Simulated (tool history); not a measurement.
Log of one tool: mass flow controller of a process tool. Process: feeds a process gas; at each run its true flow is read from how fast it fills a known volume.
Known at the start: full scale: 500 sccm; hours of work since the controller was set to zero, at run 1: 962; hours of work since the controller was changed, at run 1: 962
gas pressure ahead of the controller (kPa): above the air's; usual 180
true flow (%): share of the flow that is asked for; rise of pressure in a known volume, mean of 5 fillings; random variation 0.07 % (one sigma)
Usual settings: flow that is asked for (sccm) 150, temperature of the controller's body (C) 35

run,day,flow that is asked for (sccm),gas pressure ahead of the controller (kPa),temperature of the controller's body (C),hours of work since the controller was set to zero,hours of work since the controller was changed,true flow (%)
1,0,150,180,35,962,962,98.62
2,3.954,150,180,28,1033,1033,98.34
3,7.654,150,180,28,1099,1099,98.22
4,9.821,150,180,28,1137,1137,98.39
5,13.008,150,180,28,1194,1194,98.25
6,16.192,150,180,28,1251,1251,98.03
7,18.938,102,260,28,1299,1299,97.78
8,23,102,217,31,1372,1372,97.79
9,25.908,112,180,36,1424,1424,97.85
10,27.921,150,220,37,1459,1459,98.13
11,30.583,109,196,35,1507,1507,97.73
12,34.179,231,180,35,1571,1571,98.16

3 ways to go on from here, each from the tool as it stands after run 12. What would each give?
A,37.325,143,180,35,1627,1627,?
B,37.325,189,199,39,1627,1627,?
C,37.325,84,180,22,1627,1627,?

run,true flow (%)
A,97.7
B,97.91
C,97.27
Without the tool's hidden state the same runs would have given:
run,true flow (%)
A,98.55
B,98.77
C,98.11
